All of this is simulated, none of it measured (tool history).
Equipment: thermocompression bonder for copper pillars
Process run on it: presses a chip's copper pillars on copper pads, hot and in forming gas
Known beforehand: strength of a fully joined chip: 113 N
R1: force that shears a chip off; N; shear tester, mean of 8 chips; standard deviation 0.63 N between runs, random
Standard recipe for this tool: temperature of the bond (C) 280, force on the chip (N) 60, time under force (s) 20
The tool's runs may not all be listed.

{"run": 1, "day": 0.0, "temperature of the bond (C)": 280, "force on the chip (N)": 60, "time under force (s)": 20, "R1": 79.5}
{"run": 2, "day": 0.558, "temperature of the bond (C)": 280, "force on the chip (N)": 60, "time under force (s)": 20, "R1": 79.3}
{"run": 3, "day": 0.908, "temperature of the bond (C)": 280, "force on the chip (N)": 57, "time under force (s)": 20, "R1": 77.8}
{"run": 4, "day": 1.362, "temperature of the bond (C)": 280, "force on the chip (N)": 57, "time under force (s)": 20, "R1": 78.9}
{"run": 5, "day": 1.962, "temperature of the bond (C)": 285, "force on the chip (N)": 57, "time under force (s)": 20, "R1": 79.9}
{"run": 6, "day": 2.362, "temperature of the bond (C)": 285, "force on the chip (N)": 57, "time under force (s)": 20, "R1": 80.3}
{"run": 7, "day": 2.912, "temperature of the bond (C)": 285, "force on the chip (N)": 57, "time under force (s)": 20, "R1": 80.1}
{"run": 8, "day": 3.221, "temperature of the bond (C)": 280, "force on the chip (N)": 53, "time under force (s)": 20, "R1": 75.4}
{"run": 9, "day": 3.621, "temperature of the bond (C)": 280, "force on the chip (N)": 60, "time under force (s)": 21, "R1": 79.7}
{"run": 10, "day": 4.138, "temperature of the bond (C)": 280, "force on the chip (N)": 60, "time under force (s)": 38, "R1": 89.5}
{"run": 11, "day": 4.483, "temperature of the bond (C)": 280, "force on the chip (N)": 60, "time under force (s)": 28, "R1": 86.0}
{"run": 12, "day": 5.088, "temperature of the bond (C)": 280, "force on the chip (N)": 60, "time under force (s)": 28, "R1": 84.4}
{"run": 13, "day": 5.696, "temperature of the bond (C)": 280, "force on the chip (N)": 60, "time under force (s)": 25, "R1": 83.3}
{"run": 14, "day": 6.1, "temperature of the bond (C)": 280, "force on the chip (N)": 60, "time under force (s)": 25, "R1": 81.6}
{"run": 15, "day": 6.683, "temperature of the bond (C)": 280, "force on the chip (N)": 60, "time under force (s)": 20, "R1": 77.7}
{"run": 16, "day": 7.083, "temperature of the bond (C)": 280, "force on the chip (N)": 38, "time under force (s)": 20, "R1": 66.6}
{"run": 17, "day": 7.433, "temperature of the bond (C)": 280, "force on the chip (N)": 38, "time under force (s)": 20, "R1": 67.1}
{"day": 7.55, "done": "heater calibrated with a thermocouple chip"}
{"run": 18, "day": 8.188, "temperature of the bond (C)": 280, "force on the chip (N)": 38, "time under force (s)": 20, "R1": 66.1}
{"run": 19, "day": 8.483, "temperature of the bond (C)": 280, "force on the chip (N)": 60, "time under force (s)": 20, "R1": 78.4}
{"day": 8.896, "done": "heater calibrated with a thermocouple chip, once more"}
{"run": 20, "day": 9.129, "temperature of the bond (C)": 280, "force on the chip (N)": 60, "time under force (s)": 20, "R1": 75.9}
{"run": 21, "day": 9.512, "temperature of the bond (C)": 280, "force on the chip (N)": 60, "time under force (s)": 15, "R1": 70.9}
{"run": 22, "day": 10.054, "temperature of the bond (C)": 280, "force on the chip (N)": 60, "time under force (s)": 15, "R1": 71.1}
{"run": 23, "day": 10.517, "temperature of the bond (C)": 280, "force on the chip (N)": 60, "time under force (s)": 15, "R1": 71.4}
{"run": 24, "day": 10.804, "temperature of the bond (C)": 280, "force on the chip (N)": 62, "time under force (s)": 37, "R1": 86.8}
{"run": 25, "day": 11.204, "temperature of the bond (C)": 280, "force on the chip (N)": 62, "time under force (s)": 37, "R1": 87.4}
{"run": 26, "day": 11.704, "temperature of the bond (C)": 280, "force on the chip (N)": 53, "time under force (s)": 17, "R1": 70.5}
{"run": 27, "day": 12.079, "temperature of the bond (C)": 308, "force on the chip (N)": 60, "time under force (s)": 20, "R1": 87.8}
{"run": 28, "day": 12.608, "temperature of the bond (C)": 280, "force on the chip (N)": 68, "time under force (s)": 27, "R1": 84.5}
{"run": 29, "day": 12.967, "temperature of the bond (C)": 280, "force on the chip (N)": 65, "time under force (s)": 27, "R1": 84.1}
{"run": 30, "day": 13.425, "temperature of the bond (C)": 284, "force on the chip (N)": 65, "time under force (s)": 19, "R1": 78.5}
{"run": 31, "day": 14.096, "temperature of the bond (C)": 294, "force on the chip (N)": 59, "time under force (s)": 12, "R1": 71.7}
{"run": 32, "day": 14.629, "temperature of the bond (C)": 289, "force on the chip (N)": 55, "time under force (s)": 16, "R1": 72.7}
{"run": 33, "day": 15.021, "temperature of the bond (C)": 260, "force on the chip (N)": 60, "time under force (s)": 20, "R1": 64.2}
{"run": 34, "day": 15.692, "temperature of the bond (C)": 260, "force on the chip (N)": 60, "time under force (s)": 20, "R1": 65.0}
{"run": 35, "day": 16.021, "temperature of the bond (C)": 290, "force on the chip (N)": 59, "time under force (s)": 53, "R1": 93.9}
{"run": 36, "day": 16.458, "temperature of the bond (C)": 290, "force on the chip (N)": 46, "time under force (s)": 14, "R1": 66.1}
{"day": 16.817, "done": "forming gas filter changed"}
{"run": 37, "day": 16.867, "temperature of the bond (C)": 290, "force on the chip (N)": 46, "time under force (s)": 14, "R1": 70.6}
{"run": 38, "day": 17.312, "temperature of the bond (C)": 290, "force on the chip (N)": 46, "time under force (s)": 14, "R1": 72.2}
{"run": 39, "day": 17.621, "temperature of the bond (C)": 296, "force on the chip (N)": 38, "time under force (s)": 18, "R1": 74.2}
{"run": 40, "day": 18.271, "temperature of the bond (C)": 296, "force on the chip (N)": 38, "time under force (s)": 18, "R1": 74.9}
{"run": 41, "day": 18.771, "temperature of the bond (C)": 296, "force on the chip (N)": 38, "time under force (s)": 18, "R1": 74.6}

Branching from run 41: 3 alternative next runs. What would each branch give?
{"run": "A", "day": 19.05, "temperature of the bond (C)": 299, "force on the chip (N)": 46, "time under force (s)": 16, "R1": "?"}
{"run": "B", "day": 19.05, "temperature of the bond (C)": 285, "force on the chip (N)": 38, "time under force (s)": 17, "R1": "?"}
{"run": "C", "day": 19.05, "temperature of the bond (C)": 259, "force on the chip (N)": 60, "time under force (s)": 29, "R1": "?"}

run=A R1=79.5
run=B R1=67.5
run=C R1=77.6
With no hidden state in the tool, these same runs would have given:
run=A R1=79.3
run=B R1=67.2
run=C R1=77.4

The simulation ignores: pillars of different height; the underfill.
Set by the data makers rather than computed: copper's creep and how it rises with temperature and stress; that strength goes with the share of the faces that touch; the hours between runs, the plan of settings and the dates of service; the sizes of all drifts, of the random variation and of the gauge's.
